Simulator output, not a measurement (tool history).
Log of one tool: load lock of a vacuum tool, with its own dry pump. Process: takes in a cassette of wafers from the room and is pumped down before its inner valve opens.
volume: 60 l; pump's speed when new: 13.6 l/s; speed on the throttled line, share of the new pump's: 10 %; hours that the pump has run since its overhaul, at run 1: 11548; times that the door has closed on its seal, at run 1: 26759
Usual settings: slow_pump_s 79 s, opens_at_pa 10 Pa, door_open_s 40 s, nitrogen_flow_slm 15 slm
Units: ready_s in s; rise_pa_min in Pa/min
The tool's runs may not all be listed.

run    hour  slow_pump_s  opens_at_pa  door_open_s  nitrogen_flow_slm  hours that the pump has run since its overhaul  times that the door has closed on its seal  incoming humidity of the room's air, %  ready_s  rise_pa_min
  1       0           79           10           40                 15                                           11548                                       26759                                    46.2    117.1        0.158
  2   255.3           79           10           90                 15                                           11803                                       27818                                    45.5    118.7        0.183
  3   592.6           79           10           40                 15                                           12141                                       29216                                    45.8    118.3        0.171
  4   829.2           79           10           40                 15                                           12377                                       30197                                    47.6    118.5        0.186
  5    1107           79           13           40                 15                                           12655                                       31349                                    47.8    115.5        0.198
  6  1351.6           79           13           65                 15                                           12900                                       32363                                      47      116        0.209
  7  1659.8           79           10           40                 15                                           13208                                       33641                                    44.5    118.7        0.214
  8  1936.8           79           10           40                 15                                           13485                                       34789                                    42.9    119.4        0.232
  9  2104.5           79           16           40                 15                                           13653                                       35485                                    45.9    116.7        0.239
 10  2481.9           79           16           40                 15                                           14030                                       37050                                    46.4    115.9        0.254
 11    2734           79           16           40                 15                                           14282                                       38095                                      42      117        0.268
 12    2945           79           16           40                 15                                           14493                                       38970                                    44.1    116.1        0.276
 13  3280.1           79           10           40                 15                                           14828                                       40359                                    47.8    118.3        0.288
       3507  -- door's seal changed, seat wiped
 14  3587.4           79           10           73                 15                                           15134                                         333                                    44.8    120.6        0.053
 15  3800.1           79           10           73                 15                                           15347                                        1215                                    42.8    119.3        0.054
 16  4148.7           79           10           73                 15                                           15695                                        2660                                    43.5    119.8        0.056
 17  4361.3           79           10           40                 15                                           15908                                        3542                                    45.3    119.7        0.055
 18  4636.9           79           10           40                 15                                           16184                                        4685                                    44.9    120.3        0.055
 19  4904.5           79           10           40                 15                                           16451                                        5794                                    43.7    119.4        0.054
 20  5085.4           79           10           40                 15                                           16632                                        6544                                    45.2    119.6        0.065
 21  5409.8           79           18           40                 37                                           16956                                        7889                                    43.7    116.7        0.049
 22    5617           79           18          132                 37                                           17164                                        8748                                    46.2    117.5        0.076
 23    5827           79           18          132                 37                                           17374                                        9619                                      41    117.8        0.072
 24  5998.6           76           10           40                 15                                           17545                                       10330                                    42.6    117.3        0.072
 25  6258.7           76           10           40                 15                                           17805                                       11409                                    44.2    118.1        0.082
 26  6646.9           76           15           35                 15                                           18194                                       13018                                    42.1    114.6        0.088
 27  6920.4           76           15           35                 15                                           18467                                       14152                                    49.6    115.6        0.095
 28  7147.4           60           18          107                 12                                           18694                                       15093                                    43.6    100.6        0.121
 29  7532.7           51            9           30                 15                                           19079                                       16691                                    45.7     95.8          0.1
 30    7771           51            9           29                 22                                           19318                                       17679                                    40.5     97.4        0.106
       8149  -- dry pump taken out, an overhauled one fitted
 31  8168.8          154           19          223                 43                                              20                                       19303                                    40.6    176.8        0.129
 32    8504           79           10           41                 11                                             355                                       20693                                    46.2    112.4        0.146
 33  8881.2           79           14           40                 15                                             732                                       22257                                    44.6    110.6        0.146
 34  9092.4           79           14           40                 15                                             943                                       23133                                    44.4    110.7        0.152
 35    9369           64           11           37                 15                                            1220                                       24280                                    44.2     98.4        0.156
 36  9711.6           64           11           37                 23                                            1563                                       25700                                    46.9     98.7        0.171
 37  9942.4           99           15           45                 14                                            1793                                       26657                                    45.7    128.6        0.185

Forecast each of these 3 alternatives for the next run:
  A  10119.5           89           13           45                 18                                            1970                                       27391                                    42.4        ?            ?
  B  10119.5           99           10           54                 14                                            1970                                       27391                                      42        ?            ?
  C  10119.5           99           15           45                 11                                            1970                                       27391                                    46.2        ?            ?

run  ready_s  rise_pa_min
  A    119.2        0.186
  B    131.2        0.197
  C    128.8        0.192
Without the tool's hidden state the same runs would have given:
run  ready_s  rise_pa_min
  A    118.9         0.04
  B    130.9        0.049
  C    128.6        0.046
